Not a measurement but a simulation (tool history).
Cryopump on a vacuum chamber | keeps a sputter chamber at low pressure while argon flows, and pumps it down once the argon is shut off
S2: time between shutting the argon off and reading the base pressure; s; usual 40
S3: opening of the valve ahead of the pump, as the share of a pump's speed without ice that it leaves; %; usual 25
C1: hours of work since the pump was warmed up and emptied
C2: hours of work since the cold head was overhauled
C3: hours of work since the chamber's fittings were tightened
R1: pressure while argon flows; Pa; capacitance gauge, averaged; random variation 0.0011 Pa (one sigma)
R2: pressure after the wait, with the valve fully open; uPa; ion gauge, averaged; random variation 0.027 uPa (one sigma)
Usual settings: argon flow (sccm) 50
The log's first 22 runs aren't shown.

run 23 hour=556.5 | argon_flow_(sccm)=26 S2=121 S3=21 | C1=35 C2=1207 C3=2472 | R1=0.1490 R2=2.54
run 24 hour=573.9 | argon_flow_(sccm)=26 S2=121 S3=21 | C1=48 C2=1220 C3=2485 | R1=0.1500 R2=2.69
run 25 hour=600.2 | argon_flow_(sccm)=23 S2=121 S3=21 | C1=68 C2=1240 C3=2505 | R1=0.1328 R2=2.58
run 26 hour=635.1 | argon_flow_(sccm)=25 S2=44 S3=18 | C1=95 C2=1267 C3=2531 | R1=0.1681 R2=3.25
run 27 hour=657.6 | argon_flow_(sccm)=67 S2=47 S3=47 | C1=112 C2=1284 C3=2548 | R1=0.1791 R2=3.35
run 28 hour=691.3 | argon_flow_(sccm)=67 S2=47 S3=47 | C1=137 C2=1309 C3=2574 | R1=0.1791 R2=3.26
run 29 hour=712.5 | argon_flow_(sccm)=21 S2=47 S3=47 | C1=153 C2=1325 C3=2590 | R1=0.0554 R2=3.37
run 30 hour=735.0 | argon_flow_(sccm)=74 S2=47 S3=47 | C1=170 C2=1342 C3=2607 | R1=0.2016 R2=3.46
run 31 hour=756.9 | argon_flow_(sccm)=74 S2=47 S3=47 | C1=187 C2=1359 C3=2623 | R1=0.2048 R2=3.48
run 32 hour=788.0 | argon_flow_(sccm)=25 S2=112 S3=44 | C1=211 C2=1383 C3=2647 | R1=0.0745 R2=3.04
run 33 hour=805.5 | argon_flow_(sccm)=28 S2=40 S3=27 | C1=224 C2=1396 C3=2660 | R1=0.1304 R2=3.78
run 34 hour=838.8 | argon_flow_(sccm)=28 S2=40 S3=27 | C1=249 C2=1421 C3=2686 | R1=0.1323 R2=3.76
run 35 hour=863.0 | argon_flow_(sccm)=40 S2=125 S3=28 | C1=267 C2=1439 C3=2704 | R1=0.1821 R2=3.33

Forecast each of these 3 alternatives for the next run:
run A hour=887.4 | argon_flow_(sccm)=63 S2=267 S3=28 | C1=286 C2=1458 C3=2722 | R1=? R2=?
run B hour=887.4 | argon_flow_(sccm)=43 S2=80 S3=26 | C1=286 C2=1458 C3=2722 | R1=? R2=?
run C hour=887.4 | argon_flow_(sccm)=22 S2=87 S3=28 | C1=286 C2=1458 C3=2722 | R1=? R2=?

run=A R1=0.2899 R2=3.14
run=B R1=0.2117 R2=3.49
run=C R1=0.1018 R2=3.48
Without the tool's hidden state the same runs would have given:
run=A R1=0.2678 R2=0.37
run=B R1=0.1967 R2=0.69
run=C R1=0.0942 R2=0.66
